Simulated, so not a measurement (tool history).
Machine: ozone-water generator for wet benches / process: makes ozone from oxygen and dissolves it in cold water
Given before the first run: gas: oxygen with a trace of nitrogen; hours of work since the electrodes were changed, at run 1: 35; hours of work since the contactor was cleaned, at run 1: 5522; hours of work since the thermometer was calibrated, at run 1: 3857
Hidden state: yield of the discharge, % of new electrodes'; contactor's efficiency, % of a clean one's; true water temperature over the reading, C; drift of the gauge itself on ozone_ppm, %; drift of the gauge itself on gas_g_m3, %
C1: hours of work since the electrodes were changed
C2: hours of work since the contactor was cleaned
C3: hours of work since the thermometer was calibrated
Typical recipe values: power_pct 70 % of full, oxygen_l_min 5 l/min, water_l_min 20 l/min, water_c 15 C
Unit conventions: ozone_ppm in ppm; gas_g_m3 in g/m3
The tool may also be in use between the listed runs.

Run 1, hour 0: usual settings; C1 35; C2 5522; C3 3857. Result: ozone_ppm 17 ppm, gas_g_m3 187.8 g/m3.
Run 2, hour 70.4: usual settings; C1 84; C2 5572; C3 3906. Result: ozone_ppm 16.9 ppm, gas_g_m3 190.1 g/m3.
Run 3, hour 120.4: usual settings; C1 119; C2 5607; C3 3941. Result: ozone_ppm 16.6 ppm, gas_g_m3 189.3 g/m3.
Run 4, hour 186.7: usual settings but water_l_min 22 l/min; C1 166; C2 5653; C3 3987. Result: ozone_ppm 15.2 ppm, gas_g_m3 189.1 g/m3.
Run 5, hour 241.5: usual settings but water_l_min 22 l/min; C1 204; C2 5691; C3 4026. Result: ozone_ppm 15.5 ppm, gas_g_m3 189.3 g/m3.
Run 6, hour 296.4: usual settings but water_l_min 22 l/min; C1 242; C2 5730; C3 4064. Result: ozone_ppm 15.3 ppm, gas_g_m3 190.1 g/m3.
Run 7, hour 364: usual settings but water_l_min 22 l/min; C1 290; C2 5777; C3 4111. Result: ozone_ppm 15.4 ppm, gas_g_m3 189.7 g/m3.
Run 8, hour 416.7: usual settings; C1 327; C2 5814; C3 4148. Result: ozone_ppm 16.5 ppm, gas_g_m3 188.7 g/m3.
Run 9, hour 476.8: usual settings; C1 369; C2 5856; C3 4190. Result: ozone_ppm 16.6 ppm, gas_g_m3 189 g/m3.
Run 10, hour 527.4: usual settings but water_c 23 C; C1 404; C2 5891; C3 4226. Result: ozone_ppm 14.7 ppm, gas_g_m3 188 g/m3.
Run 11, hour 600.8: usual settings but water_c 23 C; C1 455; C2 5943; C3 4277. Result: ozone_ppm 14.6 ppm, gas_g_m3 187.4 g/m3.
Run 12, hour 665.2: usual settings but oxygen_l_min 3.92 l/min, water_c 23 C; C1 500; C2 5988; C3 4322. Result: ozone_ppm 15.1 ppm, gas_g_m3 220 g/m3.
Run 13, hour 726.8: usual settings but oxygen_l_min 3.92 l/min, water_c 8 C; C1 543; C2 6031; C3 4365. Result: ozone_ppm 18 ppm, gas_g_m3 218.6 g/m3.
Run 14, hour 771.5: usual settings but oxygen_l_min 3.92 l/min, water_c 8 C; C1 575; C2 6062; C3 4396. Result: ozone_ppm 17.8 ppm, gas_g_m3 218.4 g/m3.
Run 15, hour 838.5: usual settings but water_c 10 C; C1 622; C2 6109; C3 4443. Result: ozone_ppm 17.5 ppm, gas_g_m3 188.8 g/m3.
Run 16, hour 899.4: usual settings; C1 664; C2 6151; C3 4486. Result: ozone_ppm 16.3 ppm, gas_g_m3 187.9 g/m3.
Run 17, hour 937.9: usual settings but power_pct 57 % of full; C1 691; C2 6178; C3 4513. Result: ozone_ppm 14.4 ppm, gas_g_m3 162.2 g/m3.
Run 18, hour 1012: usual settings but power_pct 57 % of full, oxygen_l_min 3.54 l/min, water_l_min 26 l/min; C1 743; C2 6230; C3 4565. Result: ozone_ppm 10.9 ppm, gas_g_m3 202.7 g/m3.
Run 19, hour 1056.2: usual settings but power_pct 48 % of full, oxygen_l_min 3.15 l/min, water_l_min 26 l/min, water_c 7 C; C1 774; C2 6261; C3 4595. Result: ozone_ppm 10.1 ppm, gas_g_m3 194.2 g/m3.
Run 20, hour 1127.4: usual settings but power_pct 48 % of full, oxygen_l_min 3.15 l/min, water_l_min 26 l/min, water_c 7 C; C1 824; C2 6311; C3 4645. Result: ozone_ppm 10.4 ppm, gas_g_m3 194.2 g/m3.
Run 21, hour 1182.7: usual settings but power_pct 48 % of full, oxygen_l_min 5.26 l/min, water_l_min 26 l/min, water_c 11 C; C1 862; C2 6350; C3 4684. Result: ozone_ppm 10.3 ppm, gas_g_m3 141.2 g/m3.
Run 22, hour 1252.2: usual settings but power_pct 48 % of full, oxygen_l_min 4.91 l/min, water_l_min 26 l/min, water_c 18 C; C1 911; C2 6398; C3 4733. Result: ozone_ppm 9.7 ppm, gas_g_m3 147 g/m3.
Run 23, hour 1315.1: usual settings but power_pct 48 % of full, oxygen_l_min 4.91 l/min, water_l_min 26 l/min, water_c 18 C; C1 955; C2 6442; C3 4777. Result: ozone_ppm 9.6 ppm, gas_g_m3 146.2 g/m3.
Run 24, hour 1356.5: usual settings but power_pct 54 % of full, oxygen_l_min 4.91 l/min, water_l_min 26 l/min, water_c 13 C; C1 984; C2 6471; C3 4805. Result: ozone_ppm 11.2 ppm, gas_g_m3 158.9 g/m3.
Run 25, hour 1404.3: usual settings but power_pct 62 % of full, oxygen_l_min 3.38 l/min, water_l_min 22 l/min, water_c 10 C; C1 1017; C2 6505; C3 4839. Result: ozone_ppm 14.3 ppm, gas_g_m3 217.8 g/m3.
Run 26, hour 1441.8: usual settings but power_pct 62 % of full, oxygen_l_min 3.38 l/min, water_l_min 22 l/min, water_c 9 C; C1 1043; C2 6531; C3 4865. Result: ozone_ppm 14.4 ppm, gas_g_m3 218.9 g/m3.
Run 27, hour 1475.3: usual settings but power_pct 62 % of full, oxygen_l_min 7.37 l/min, water_l_min 22 l/min, water_c 18 C; C1 1067; C2 6554; C3 4889. Result: ozone_ppm 12.9 ppm, gas_g_m3 135.6 g/m3.
Run 28, hour 1518.4: usual settings but water_l_min 31 l/min, water_c 10 C; C1 1097; C2 6584; C3 4919. Result: ozone_ppm 11.3 ppm, gas_g_m3 184.2 g/m3.
Run 29, hour 1553.1: usual settings but water_l_min 31 l/min, water_c 10 C; C1 1121; C2 6609; C3 4943. Result: ozone_ppm 11.3 ppm, gas_g_m3 183.8 g/m3.
Run 30, hour 1599.2: usual settings but water_l_min 31 l/min, water_c 10 C; C1 1154; C2 6641; C3 4975. Result: ozone_ppm 11.1 ppm, gas_g_m3 185.9 g/m3.
Run 31, hour 1664.8: usual settings but power_pct 49 % of full, oxygen_l_min 3.41 l/min, water_c 16 C; C1 1199; C2 6687; C3 5021. Result: ozone_ppm 12.9 ppm, gas_g_m3 184.5 g/m3.
Run 32, hour 1699.3: usual settings but oxygen_l_min 2.74 l/min, water_l_min 29 l/min; C1 1224; C2 6711; C3 5045. Result: ozone_ppm 10.7 ppm, gas_g_m3 268.1 g/m3.

Selected run-to-run steps in ozone_ppm, each split into two signed amounts: the part the tool would show with no hidden state at all (from settings, incoming material and random variation), and the remainder, which goes to the hidden state together with any gauge scatter not common to the measured and the hidden-state-free results:
Run 12 -> 13: water_c 23 -> 8. ozone_ppm +2.9 ppm: hidden state -0.1, all else +3.
Run 16 -> 17: power_pct 70 -> 57. ozone_ppm -1.9 ppm: hidden state +0.2, all else -2.1.
Run 17 -> 18: oxygen_l_min 5 -> 3.54, water_l_min 20 -> 26. ozone_ppm -3.5 ppm: hidden state +0.2, all else -3.7.
Run 24 -> 25: power_pct 54 -> 62, oxygen_l_min 4.91 -> 3.38, water_l_min 26 -> 22, water_c 13 -> 10. ozone_ppm +3.1 ppm: hidden state -0.3, all else +3.4.
